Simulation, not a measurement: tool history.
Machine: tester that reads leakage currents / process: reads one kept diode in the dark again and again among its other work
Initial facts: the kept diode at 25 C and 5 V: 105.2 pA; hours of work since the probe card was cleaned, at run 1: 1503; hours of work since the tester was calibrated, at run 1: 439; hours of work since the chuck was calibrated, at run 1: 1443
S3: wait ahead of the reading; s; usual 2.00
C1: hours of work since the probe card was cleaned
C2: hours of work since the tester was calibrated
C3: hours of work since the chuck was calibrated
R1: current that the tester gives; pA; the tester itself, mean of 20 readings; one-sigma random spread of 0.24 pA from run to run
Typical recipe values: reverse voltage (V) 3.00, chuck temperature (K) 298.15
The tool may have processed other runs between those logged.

{"run": 1, "hour": 0.0, "reverse voltage (V)": 3.0, "chuck temperature (K)": 298.15, "S3": 2.0, "C1": 1503, "C2": 439, "C3": 1443, "R1": 72.86}
{"run": 2, "hour": 49.8, "reverse voltage (V)": 3.0, "chuck temperature (K)": 298.15, "S3": 2.0, "C1": 1535, "C2": 471, "C3": 1475, "R1": 73.43}
{"run": 3, "hour": 98.1, "reverse voltage (V)": 3.0, "chuck temperature (K)": 298.15, "S3": 2.0, "C1": 1566, "C2": 502, "C3": 1506, "R1": 73.01}
{"run": 4, "hour": 149.4, "reverse voltage (V)": 8.3, "chuck temperature (K)": 298.15, "S3": 2.0, "C1": 1599, "C2": 535, "C3": 1539, "R1": 131.08}
{"run": 5, "hour": 179.5, "reverse voltage (V)": 8.3, "chuck temperature (K)": 298.15, "S3": 2.0, "C1": 1618, "C2": 554, "C3": 1558, "R1": 131.53}
{"run": 6, "hour": 239.6, "reverse voltage (V)": 19.91, "chuck temperature (K)": 298.15, "S3": 2.0, "C1": 1657, "C2": 593, "C3": 1597, "R1": 217.1}
{"hour": 295.8, "done": "chuck's temperature calibrated"}
{"run": 7, "hour": 302.5, "reverse voltage (V)": 2.46, "chuck temperature (K)": 298.15, "S3": 2.0, "C1": 1696, "C2": 632, "C3": 4, "R1": 72.35}
{"run": 8, "hour": 352.9, "reverse voltage (V)": 3.0, "chuck temperature (K)": 298.15, "S3": 2.0, "C1": 1729, "C2": 664, "C3": 37, "R1": 80.52}
{"run": 9, "hour": 384.4, "reverse voltage (V)": 3.0, "chuck temperature (K)": 298.15, "S3": 2.0, "C1": 1749, "C2": 685, "C3": 57, "R1": 81.68}
{"run": 10, "hour": 412.6, "reverse voltage (V)": 3.0, "chuck temperature (K)": 298.15, "S3": 2.0, "C1": 1767, "C2": 703, "C3": 75, "R1": 80.38}
{"run": 11, "hour": 451.0, "reverse voltage (V)": 3.0, "chuck temperature (K)": 298.15, "S3": 0.79, "C1": 1792, "C2": 727, "C3": 100, "R1": 81.1}
{"run": 12, "hour": 482.3, "reverse voltage (V)": 3.0, "chuck temperature (K)": 298.15, "S3": 0.79, "C1": 1812, "C2": 748, "C3": 120, "R1": 81.11}
{"run": 13, "hour": 535.4, "reverse voltage (V)": 3.0, "chuck temperature (K)": 298.15, "S3": 0.79, "C1": 1846, "C2": 782, "C3": 154, "R1": 80.87}
{"run": 14, "hour": 569.5, "reverse voltage (V)": 1.16, "chuck temperature (K)": 298.15, "S3": 0.79, "C1": 1868, "C2": 804, "C3": 176, "R1": 46.83}
{"run": 15, "hour": 600.3, "reverse voltage (V)": 3.0, "chuck temperature (K)": 301.15, "S3": 2.0, "C1": 1888, "C2": 824, "C3": 196, "R1": 104.94}
{"run": 16, "hour": 626.4, "reverse voltage (V)": 3.0, "chuck temperature (K)": 301.15, "S3": 2.0, "C1": 1905, "C2": 840, "C3": 213, "R1": 105.21}
{"run": 17, "hour": 654.6, "reverse voltage (V)": 3.0, "chuck temperature (K)": 301.15, "S3": 2.0, "C1": 1923, "C2": 858, "C3": 231, "R1": 105.06}
{"run": 18, "hour": 684.4, "reverse voltage (V)": 5.61, "chuck temperature (K)": 301.15, "S3": 2.0, "C1": 1942, "C2": 878, "C3": 250, "R1": 150.43}
{"run": 19, "hour": 725.3, "reverse voltage (V)": 3.0, "chuck temperature (K)": 298.15, "S3": 2.0, "C1": 1968, "C2": 904, "C3": 276, "R1": 79.79}
{"run": 20, "hour": 780.8, "reverse voltage (V)": 3.0, "chuck temperature (K)": 298.15, "S3": 2.0, "C1": 2004, "C2": 940, "C3": 312, "R1": 79.17}
{"hour": 787.4, "done": "tester calibrated"}
{"run": 21, "hour": 833.5, "reverse voltage (V)": 1.25, "chuck temperature (K)": 298.15, "S3": 0.41, "C1": 2037, "C2": 30, "C3": 345, "R1": 49.02}
{"run": 22, "hour": 871.7, "reverse voltage (V)": 1.25, "chuck temperature (K)": 332.15, "S3": 1.07, "C1": 2061, "C2": 54, "C3": 369, "R1": 859.52}
{"run": 23, "hour": 932.4, "reverse voltage (V)": 3.0, "chuck temperature (K)": 299.15, "S3": 0.37, "C1": 2100, "C2": 93, "C3": 408, "R1": 88.89}
{"run": 24, "hour": 980.5, "reverse voltage (V)": 3.0, "chuck temperature (K)": 323.15, "S3": 4.14, "C1": 2131, "C2": 124, "C3": 439, "R1": 685.1}
{"run": 25, "hour": 1009.1, "reverse voltage (V)": 3.0, "chuck temperature (K)": 323.15, "S3": 4.14, "C1": 2150, "C2": 143, "C3": 458, "R1": 686.61}
{"hour": 1030.5, "done": "tester calibrated, once more"}
{"run": 26, "hour": 1050.7, "reverse voltage (V)": 3.0, "chuck temperature (K)": 323.15, "S3": 4.14, "C1": 2175, "C2": 13, "C3": 483, "R1": 685.82}
{"run": 27, "hour": 1111.6, "reverse voltage (V)": 2.25, "chuck temperature (K)": 331.15, "S3": 1.87, "C1": 2214, "C2": 52, "C3": 522, "R1": 1088.89}
{"run": 28, "hour": 1171.2, "reverse voltage (V)": 9.76, "chuck temperature (K)": 305.15, "S3": 7.43, "C1": 2253, "C2": 91, "C3": 561, "R1": 288.12}
{"run": 29, "hour": 1211.5, "reverse voltage (V)": 9.76, "chuck temperature (K)": 305.15, "S3": 7.43, "C1": 2279, "C2": 116, "C3": 587, "R1": 286.21}
{"run": 30, "hour": 1263.0, "reverse voltage (V)": 9.76, "chuck temperature (K)": 307.15, "S3": 7.43, "C1": 2312, "C2": 150, "C3": 620, "R1": 343.22}
{"run": 31, "hour": 1289.4, "reverse voltage (V)": 3.0, "chuck temperature (K)": 298.15, "S3": 0.74, "C1": 2329, "C2": 167, "C3": 637, "R1": 78.85}
{"run": 32, "hour": 1333.9, "reverse voltage (V)": 3.0, "chuck temperature (K)": 298.15, "S3": 0.74, "C1": 2358, "C2": 195, "C3": 665, "R1": 78.55}
{"run": 33, "hour": 1386.3, "reverse voltage (V)": 3.0, "chuck temperature (K)": 298.15, "S3": 0.74, "C1": 2391, "C2": 229, "C3": 699, "R1": 78.63}
{"hour": 1436.8, "done": "probe card cleaned and baked"}
{"run": 34, "hour": 1445.9, "reverse voltage (V)": 3.0, "chuck temperature (K)": 297.15, "S3": 0.59, "C1": 6, "C2": 265, "C3": 736, "R1": 69.5}
{"run": 35, "hour": 1507.1, "reverse voltage (V)": 5.33, "chuck temperature (K)": 304.15, "S3": 6.71, "C1": 45, "C2": 305, "C3": 775, "R1": 179.6}
{"run": 36, "hour": 1560.0, "reverse voltage (V)": 1.68, "chuck temperature (K)": 308.15, "S3": 1.45, "C1": 79, "C2": 339, "C3": 809, "R1": 134.59}
{"run": 37, "hour": 1607.5, "reverse voltage (V)": 1.68, "chuck temperature (K)": 308.15, "S3": 1.45, "C1": 110, "C2": 369, "C3": 840, "R1": 134.71}

Consider 3 possible next runs. They are alternatives, not a sequence: every one starts from the tool as it was left by run 37. What does each give?
{"run": "A", "hour": 1658.9, "reverse voltage (V)": 3.0, "chuck temperature (K)": 300.15, "S3": 2.0, "C1": 143, "C2": 402, "C3": 873, "R1": "?"}
{"run": "B", "hour": 1658.9, "reverse voltage (V)": 3.0, "chuck temperature (K)": 298.15, "S3": 2.0, "C1": 143, "C2": 402, "C3": 873, "R1": "?"}
{"run": "C", "hour": 1658.9, "reverse voltage (V)": 3.0, "chuck temperature (K)": 298.15, "S3": 1.41, "C1": 143, "C2": 402, "C3": 873, "R1": "?"}

run=A R1=89.51
run=B R1=74.42
run=C R1=74.80
Stripped of hidden state, with their random variation kept, the same runs would have yielded:
run=A R1=95.73
run=B R1=79.62
run=C R1=80.02
